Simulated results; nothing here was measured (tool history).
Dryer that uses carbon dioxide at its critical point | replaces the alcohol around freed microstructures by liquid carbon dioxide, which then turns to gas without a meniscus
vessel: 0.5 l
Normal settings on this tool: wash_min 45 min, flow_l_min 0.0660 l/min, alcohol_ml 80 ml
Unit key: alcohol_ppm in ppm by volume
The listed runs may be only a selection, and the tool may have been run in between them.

| run | day | wash_min | flow_l_min | alcohol_ml | alcohol_ppm |
|---|---|---|---|---|---|
| 1 | 0.000 | 45 | 0.0660 | 80 | 1307 |
| 2 | 0.988 | 59 | 0.0660 | 80 | 329 |
| 3 | 1.400 | 59 | 0.0660 | 80 | 328 |
| 4 | 2.154 | 59 | 0.0660 | 80 | 341 |
| 5 | 2.979 | 66 | 0.0660 | 80 | 194 |
| 6 | 3.917 | 66 | 0.0660 | 80 | 190 |
| 7 | 4.412 | 66 | 0.0660 | 80 | 200 |
| 8 | 5.329 | 66 | 0.0660 | 80 | 193 |
| 9 | 5.829 | 66 | 0.0660 | 80 | 203 |
| 10 | 6.317 | 45 | 0.0660 | 32 | 611 |
| 11 | 7.004 | 46 | 0.0738 | 34 | 382 |
| 12 | 7.804 | 54 | 0.1003 | 21 | 58 |
| 13 | 8.771 | 54 | 0.1003 | 21 | 52 |
| 14 | 9.300 | 36 | 0.0715 | 30 | 1168 |
| 15 | 9.904 | 59 | 0.0620 | 114 | 836 |
| 16 | 10.417 | 59 | 0.0620 | 114 | 835 |
| 17 | 11.250 | 29 | 0.0711 | 67 | 5660 |
| 18 | 12.167 | 29 | 0.1073 | 67 | 1309 |

Predict each of these 5 candidate next runs independently; none follows another, all start after run 18:
| A | 13.008 | 69 | 0.0539 | 67 | ? |
| B | 13.008 | 28 | 0.0660 | 80 | ? |
| C | 13.008 | 45 | 0.0679 | 54 | ? |
| D | 13.008 | 34 | 0.1073 | 67 | ? |
| E | 13.008 | 29 | 0.1073 | 57 | ? |

| run | alcohol_ppm |
|---|---|
| A | 501 |
| B | 9742 |
| C | 1102 |
| D | 615 |
| E | 1147 |
Without the tool's unlogged condition, the same runs would have read:
| run | alcohol_ppm |
|---|---|
| A | 294 |
| B | 7773 |
| C | 738 |
| D | 375 |
| E | 769 |
